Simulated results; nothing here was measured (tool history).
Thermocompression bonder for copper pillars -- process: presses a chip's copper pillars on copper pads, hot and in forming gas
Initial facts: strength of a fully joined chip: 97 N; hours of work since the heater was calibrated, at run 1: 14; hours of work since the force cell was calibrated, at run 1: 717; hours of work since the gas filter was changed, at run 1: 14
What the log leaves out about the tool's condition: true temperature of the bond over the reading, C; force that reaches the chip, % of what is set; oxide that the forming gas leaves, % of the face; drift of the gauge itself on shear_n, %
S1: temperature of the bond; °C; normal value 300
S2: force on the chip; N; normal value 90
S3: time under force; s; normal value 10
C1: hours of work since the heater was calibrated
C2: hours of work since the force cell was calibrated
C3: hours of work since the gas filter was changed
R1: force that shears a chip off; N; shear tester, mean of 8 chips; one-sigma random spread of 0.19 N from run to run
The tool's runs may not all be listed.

run   hour   S1   S2  S3   C1   C2   C3    R1
  1    0.0  300   90  10   14  717   14  45.7
  2   79.7  300   90  10   71  774   71  45.7
  3  148.2  300   90  10  121  823  121  45.7
  4  235.7  300   90   5  183  886  183  35.3
  5  314.5  301   90   5  240  943  240  35.8
  6  384.3  301   90   5  290  993  290  35.7
     391.0  -- force cell calibrated
  7  456.3  291   66  10  341   47  341  32.2
     498.1  -- forming gas filter changed
  8  527.8  328  117  10  392   98   21  68.3
  9  604.6  290  130  22  447  153   76  62.0
 10  664.3  290  130  22  490  196  119  61.6

What if the next run were any one of these 3? Each begins from the tool's condition after run 10:
  A  715.9  291  66  22  527  233  156   ?
  B  715.9  290  66  22  527  233  156   ?
  C  715.9  288  58  22  527  233  156   ?

run    R1
  A  45.0
  B  44.4
  C  40.2
Stripped of hidden state, with their random variation kept, the same runs would have yielded:
run    R1
  A  44.8
  B  44.1
  C  39.9

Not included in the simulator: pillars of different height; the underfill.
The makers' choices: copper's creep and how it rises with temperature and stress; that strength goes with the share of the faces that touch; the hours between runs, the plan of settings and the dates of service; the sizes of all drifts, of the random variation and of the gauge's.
